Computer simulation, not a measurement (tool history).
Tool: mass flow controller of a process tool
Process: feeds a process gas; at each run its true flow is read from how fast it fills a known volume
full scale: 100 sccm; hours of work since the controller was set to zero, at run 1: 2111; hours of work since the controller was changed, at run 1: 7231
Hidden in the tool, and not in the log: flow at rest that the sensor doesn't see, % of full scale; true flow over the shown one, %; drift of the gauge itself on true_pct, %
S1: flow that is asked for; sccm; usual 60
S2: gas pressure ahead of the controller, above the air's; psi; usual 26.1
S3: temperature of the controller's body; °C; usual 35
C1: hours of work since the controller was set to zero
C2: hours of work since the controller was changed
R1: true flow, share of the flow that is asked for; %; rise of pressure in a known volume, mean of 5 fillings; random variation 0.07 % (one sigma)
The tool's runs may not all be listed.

run    hour  S1    S2  S3    C1     C2      R1
  1       0  60  26.1  35  2111   7231   97.75
  2   367.3  60  26.1  35  2311   7431    97.9
  3     761  60  26.1  35  2526   7646   98.18
  4  1102.2  13  26.1  35  2712   7832   96.99
  5  1340.6  13  26.1  35  2842   7962   97.12
  6  1512.2  13  26.1  35  2935   8055   97.26
  7    1786  60  29.4  35  3085   8205   98.93
  8  2079.3  60  29.4  35  3245   8365   98.94
  9  2414.8  60  29.4  35  3428   8548   99.19
 10    2669  60  26.1  35  3566   8686   99.16
 11  2904.8  60  26.1  35  3695   8815   99.26
 12  3193.7  60  26.1  35  3853   8973   99.24
 13  3533.7  60  26.1  35  4038   9158   99.42
 14  3717.1  60  26.1  35  4138   9258   99.52
 15  3957.4  60  26.1  35  4269   9389   99.71
 16  4284.5  60  26.5  35  4448   9568   99.85
     4457.4  -- gauge calibrated
 17  4548.2  60  26.5  25  4591   9711   98.81
 18  4925.2  36  26.5  25  4797   9917    98.3
     4951.2  -- controller's zero set anew
 19  5258.5  60  26.1  35   168  10099   98.16
 20  5522.2  60  26.1  35   311  10242   98.35
 21  5891.6  60  26.1  35   513  10444   98.55
 22  6219.3  60  25.2  35   692  10623   98.66
 23  6384.1  60  25.2  35   782  10713   98.73
 24  6750.5  60  40.6  35   981  10912   99.43
 25  7018.6  60  40.6  35  1128  11059   99.77
 26  7301.8  26  33.9  35  1282  11213   98.47
 27    7508  26  33.9  35  1395  11326   98.67
 28  7747.2  26  33.9  35  1525  11456   98.71
 29  7957.2  16  22.2  22  1640  11571   99.12
 30  8164.9  36  37.6  31  1753  11684   99.69
 31  8542.7  36  26.1  29  1959  11890   99.62
 32  8738.3  18  27.4  22  2066  11997   99.89
 33  8985.9  18  27.4  22  2201  12132  100.03
 34  9148.6  18  27.4  22  2290  12220  100.07

The next listed run, before its measurement:
 35  9470.4  22  34.7  35  2465  12396   ?

Run 35 gave R1 99.37 %.
Without the tool's hidden state the same run would have given R1 97.13 %.

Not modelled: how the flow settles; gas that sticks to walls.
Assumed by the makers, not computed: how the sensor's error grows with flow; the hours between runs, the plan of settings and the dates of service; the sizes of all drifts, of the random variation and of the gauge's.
